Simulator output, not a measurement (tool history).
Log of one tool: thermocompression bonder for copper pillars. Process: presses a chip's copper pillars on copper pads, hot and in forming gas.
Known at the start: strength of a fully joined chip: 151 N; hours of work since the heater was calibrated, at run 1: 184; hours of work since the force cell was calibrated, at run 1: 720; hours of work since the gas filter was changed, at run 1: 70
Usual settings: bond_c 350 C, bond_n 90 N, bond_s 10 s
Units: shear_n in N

run	hour	bond_c	bond_n	bond_s	hours of work since the heater was calibrated	hours of work since the force cell was calibrated	hours of work since the gas filter was changed	shear_n
1	0.0	350	90	10	184	720	70	101.3
2	8.6	350	90	10	189	725	75	100.6
3	22.2	350	90	10	197	733	83	99.5
4	33.9	350	90	10	205	741	91	101.4
5	46.1	350	90	10	212	748	98	100.2
6	53.1	350	90	10	216	752	102	100.1
7	64.5	350	90	10	224	760	110	101.2
8	75.9	350	90	10	231	767	117	100.0
9	81.5	324	90	10	234	770	120	78.3
10	89.3	357	90	10	239	775	125	103.8
11	100.8	350	90	10	246	782	132	98.7
12	108.2	350	90	23	251	787	137	117.4
13	118.3	350	90	23	257	793	143	118.4
14	131.7	350	90	8	265	801	151	92.2
# hour 134.2: force cell calibrated
15	140.7	350	90	8	270	4	156	89.7
16	146.2	350	90	8	273	7	159	90.5
17	156.7	351	90	10	280	14	166	96.3
18	163.7	351	90	10	284	18	170	97.3
19	172.0	351	90	10	289	23	175	95.8
20	182.3	351	90	10	296	30	182	97.7
# hour 194.0: force cell calibrated, once more
21	195.4	351	90	10	303	1	189	103.1
22	208.6	322	65	6	311	9	197	45.9
23	219.9	322	65	23	318	16	204	75.1
24	229.9	344	90	10	324	22	210	96.1
# hour 233.0: forming gas filter changed
25	238.8	350	82	6	330	27	4	86.8
26	248.2	357	95	5	335	33	9	98.3
27	256.6	379	106	24	341	39	15	145.8
28	269.6	379	106	24	349	47	23	147.8
29	281.1	379	106	24	356	54	30	146.8
30	292.9	379	106	24	363	61	37	145.4
31	301.0	336	116	17	368	66	42	127.3
32	313.4	350	72	10	376	74	50	88.8
33	321.6	323	61	8	381	79	55	50.6
34	332.3	350	62	10	388	85	62	76.3
35	345.3	350	62	10	396	94	70	75.8
36	354.7	350	62	10	401	99	75	75.6
37	364.9	379	57	7	408	106	82	82.3
38	371.3	379	57	7	412	110	86	82.1
39	381.6	379	55	6	418	116	92	74.6

4 ways to go on from here, each from the tool as it stands after run 39. What would each give?
A	390.3	353	90	10	424	121	98	?
B	390.3	358	55	14	424	121	98	?
C	390.3	343	55	10	424	121	98	?
D	390.3	363	99	16	424	121	98	?

run	shear_n
A	105.4
B	81.2
C	61.8
D	129.9
Without the tool's hidden state the same runs would have given:
run	shear_n
A	107.4
B	82.2
C	62.2
D	133.3
